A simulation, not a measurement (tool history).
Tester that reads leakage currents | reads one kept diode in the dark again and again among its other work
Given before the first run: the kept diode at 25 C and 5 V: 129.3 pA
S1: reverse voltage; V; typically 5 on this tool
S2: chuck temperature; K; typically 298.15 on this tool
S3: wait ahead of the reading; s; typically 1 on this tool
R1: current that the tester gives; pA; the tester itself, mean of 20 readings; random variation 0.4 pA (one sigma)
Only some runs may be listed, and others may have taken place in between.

| run | hour | S1 | S2 | S3 | R1 |
|---|---|---|---|---|---|
| 1 | 0 | 5 | 298.15 | 1 | 138.9 |
| 2 | 29.5 | 5 | 298.15 | 1 | 138.27 |
| 3 | 49.7 | 1.57 | 298.15 | 1 | 77.2 |
| 4 | 67.7 | 1.57 | 298.15 | 1 | 77.92 |
|  | 84.6 | probe card cleaned and baked |
| 5 | 86.7 | 5 | 298.15 | 1 | 133.56 |
| 6 | 119.4 | 5 | 298.15 | 1 | 133.99 |
| 7 | 139.1 | 5 | 298.15 | 1 | 134.4 |
| 8 | 155 | 5 | 298.15 | 1 | 135.48 |
| 9 | 183.6 | 5 | 298.15 | 0.96 | 135.35 |
| 10 | 215.5 | 5 | 298.15 | 0.96 | 137.4 |
| 11 | 241.5 | 5 | 298.15 | 0.96 | 137.66 |
| 12 | 274 | 5 | 298.15 | 0.96 | 137.71 |
| 13 | 291.5 | 5 | 293.15 | 0.96 | 93.17 |
| 14 | 324.7 | 5 | 328.15 | 0.96 | 1163.88 |
| 15 | 349.5 | 5 | 328.15 | 0.96 | 1166.92 |
| 16 | 369.4 | 5 | 328.15 | 0.96 | 1169.97 |
|  | 373.6 | chuck's temperature calibrated |
| 17 | 400.1 | 5 | 298.15 | 5.84 | 141.26 |
| 18 | 433.3 | 5 | 298.15 | 5.84 | 143.24 |
| 19 | 449.6 | 5 | 298.15 | 1 | 144.26 |
| 20 | 471.1 | 5 | 298.15 | 1.02 | 144.61 |
| 21 | 485.8 | 10.77 | 299.15 | 1.02 | 227.53 |
| 22 | 517.3 | 1.86 | 302.15 | 0.51 | 122.27 |
| 23 | 534.6 | 1.86 | 302.15 | 0.51 | 123.01 |
|  | 555.7 | chuck's temperature calibrated, once more |
| 24 | 567 | 9.65 | 325.15 | 0.59 | 1251.25 |
| 25 | 592.4 | 9.65 | 325.15 | 0.59 | 1252.96 |
| 26 | 609.8 | 9.65 | 325.15 | 0.59 | 1258.22 |
| 27 | 628.5 | 1.59 | 304.15 | 1 | 119.06 |
| 28 | 646.9 | 1.59 | 304.15 | 1 | 119.4 |
| 29 | 662.9 | 15.97 | 323.15 | 1 | 1414.38 |
| 30 | 692.6 | 15.97 | 323.15 | 1 | 1423.19 |
| 31 | 713.3 | 15.97 | 323.15 | 1 | 1415.12 |
| 32 | 732.8 | 15.97 | 323.15 | 1 | 1422.66 |
| 33 | 759 | 15.97 | 323.15 | 1 | 1431.2 |
| 34 | 778.2 | 15.97 | 323.15 | 1 | 1427.53 |
| 35 | 793.6 | 15.97 | 304.15 | 1.75 | 379.44 |
| 36 | 820.9 | 15.97 | 304.15 | 1.75 | 379.26 |
| 37 | 853.7 | 15.97 | 304.15 | 1.75 | 382.6 |
| 38 | 880 | 12.72 | 302.15 | 6.54 | 292.5 |
| 39 | 905.6 | 14.55 | 315.15 | 4.93 | 802.9 |

Alternative continuations, all from the tool just after run 39; predict every row:
| A | 934.3 | 5 | 295.15 | 1.58 | ? |
| B | 934.3 | 14.55 | 315.15 | 1.87 | ? |
| C | 934.3 | 18.67 | 305.15 | 3.27 | ? |
| D | 934.3 | 4.87 | 298.15 | 2.59 | ? |

| run | R1 |
|---|---|
| A | 109.07 |
| B | 808.97 |
| C | 446.85 |
| D | 135.59 |
Take away the tool's hidden state, keep each run's random variation, and the runs would have read:
| run | R1 |
|---|---|
| A | 102.5 |
| B | 774.77 |
| C | 422.01 |
| D | 128.12 |

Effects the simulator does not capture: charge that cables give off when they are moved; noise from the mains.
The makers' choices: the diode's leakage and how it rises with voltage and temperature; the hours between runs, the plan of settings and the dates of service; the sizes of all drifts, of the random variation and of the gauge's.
